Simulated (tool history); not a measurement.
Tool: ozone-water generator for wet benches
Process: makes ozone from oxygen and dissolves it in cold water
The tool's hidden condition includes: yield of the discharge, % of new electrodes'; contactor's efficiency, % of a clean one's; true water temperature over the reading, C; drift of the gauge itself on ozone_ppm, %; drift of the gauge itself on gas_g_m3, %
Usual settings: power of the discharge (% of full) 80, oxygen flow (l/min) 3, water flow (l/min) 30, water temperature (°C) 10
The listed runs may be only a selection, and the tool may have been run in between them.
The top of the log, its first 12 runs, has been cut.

run	hour	power of the discharge (% of full)	oxygen flow (l/min)	water flow (l/min)	water temperature (°C)	hours of work since the electrodes were changed	hours of work since the contactor was cleaned	hours of work since the thermometer was calibrated	dissolved ozone (ppm)	ozone in the gas ahead of the water (g/m3)
13	460.7	80	3	30	10	1749	4104	1823	10.9	179.1
14	508.3	80	3	30	17	1794	4149	1867	10.6	180.6
15	555.8	80	3	30	17	1838	4193	1912	10.4	180.8
16	602.2	80	4.89	30	17	1882	4237	1955	12.9	154.6
17	634.2	90	4.34	37	13	1912	4267	1985	11	170.8
18	681.3	90	4.34	20	16	1956	4311	2030	18.8	169.4
19	719.4	57	2.14	30	11	1992	4347	2065	7.9	168.7
20	763.3	63	3	30	10	2033	4388	2106	9.8	161.3
21	816.5	41	2.18	40	10	2083	4438	2156	5	143.1
22	840.1	41	1.83	21	10	2105	4460	2178	9	150.8
23	884.1	80	2.56	30	10	2146	4501	2220	10.4	192.7
24	919.5	80	3	38	10	2179	4534	2253	8.3	182.4
25	966.8	75	3.57	41	11	2224	4579	2297	7.9	166.4
26	1020.2	80	4.53	36	11	2274	4629	2347	10.9	158.3
27	1062.5	80	2.98	30	10	2313	4668	2387	11.1	183.2
28	1089.9	80	2.98	30	10	2339	4694	2413	11	183.4
29	1131.2	80	2.98	30	10	2378	4733	2451	10.9	184.6
30	1162.1	80	2.98	30	9	2407	4762	2480	11	184.7
31	1207.2	41	3	30	13	2449	4804	2523	7.6	128.9
32	1258.7	41	3	30	13	2497	4852	2571	7.8	128.8

Consider 3 possible next runs. They are alternatives, not a sequence: every one starts from the tool as it was left by run 32. What does each give?
# hour 1295.1: gauge calibrated
A	1295.1	49	3	30	13	2532	4887	2605	?	?
# hour 1295.1: gauge calibrated
B	1295.1	54	3	30	10	2532	4887	2605	?	?
# hour 1295.1: gauge calibrated
C	1295.1	41	3	34	7	2532	4887	2605	?	?

run	dissolved ozone (ppm)	ozone in the gas ahead of the water (g/m3)
A	8.5	138.8
B	8.9	146
C	6.9	125.2
Without the tool's hidden state the same runs would have given:
run	dissolved ozone (ppm)	ozone in the gas ahead of the water (g/m3)
A	8.5	138.8
B	8.9	146
C	6.9	125.2
